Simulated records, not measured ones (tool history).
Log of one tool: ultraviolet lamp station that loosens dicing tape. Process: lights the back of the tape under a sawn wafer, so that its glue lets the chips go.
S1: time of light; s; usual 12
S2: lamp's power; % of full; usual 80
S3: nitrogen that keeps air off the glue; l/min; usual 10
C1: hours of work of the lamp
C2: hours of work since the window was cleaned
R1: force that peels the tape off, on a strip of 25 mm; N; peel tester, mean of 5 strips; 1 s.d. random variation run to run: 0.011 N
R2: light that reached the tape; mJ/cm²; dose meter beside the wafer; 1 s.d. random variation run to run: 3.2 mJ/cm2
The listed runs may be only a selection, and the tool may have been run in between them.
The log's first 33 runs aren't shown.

run 34 hour=1643.7 | S1=17 S2=60 S3=18 | C1=255 C2=589 | R1=0.321 R2=525
run 35 hour=1686.8 | S1=17 S2=60 S3=18 | C1=277 C2=611 | R1=0.328 R2=523
run 36 hour=1720.6 | S1=12 S2=80 S3=14 | C1=295 C2=629 | R1=0.417 R2=497
-- hour=1766.8 window cleaned of glue's vapour
run 37 hour=1781.6 | S1=12 S2=80 S3=14 | C1=327 C2=8 | R1=0.403 R2=491
run 38 hour=1843.4 | S1=16 S2=70 S3=10 | C1=360 C2=40 | R1=0.396 R2=580
run 39 hour=1908.1 | S1=16 S2=70 S3=10 | C1=394 C2=74 | R1=0.372 R2=581
run 40 hour=1959.9 | S1=16 S2=70 S3=10 | C1=421 C2=102 | R1=0.400 R2=580
run 41 hour=2011.0 | S1=16 S2=70 S3=10 | C1=448 C2=129 | R1=0.394 R2=583
run 42 hour=2060.0 | S1=7 S2=88 S3=7 | C1=474 C2=154 | R1=1.161 R2=314

Each row is a separate what-if for the run after 42, all from the same tool condition, not one after another. Results?
run A hour=2103.0 | S1=10 S2=87 S3=9 | C1=496 C2=177 | R1=? R2=?
run B hour=2103.0 | S1=7 S2=94 S3=7 | C1=496 C2=177 | R1=? R2=?
run C hour=2103.0 | S1=8 S2=88 S3=11 | C1=496 C2=177 | R1=? R2=?

run=A R1=0.667 R2=452
run=B R1=1.150 R2=341
run=C R1=0.805 R2=362
With the hidden condition removed and each run's random variation left untouched, the same runs would have given:
run=A R1=0.665 R2=453
run=B R1=1.148 R2=342
run=C R1=0.803 R2=362

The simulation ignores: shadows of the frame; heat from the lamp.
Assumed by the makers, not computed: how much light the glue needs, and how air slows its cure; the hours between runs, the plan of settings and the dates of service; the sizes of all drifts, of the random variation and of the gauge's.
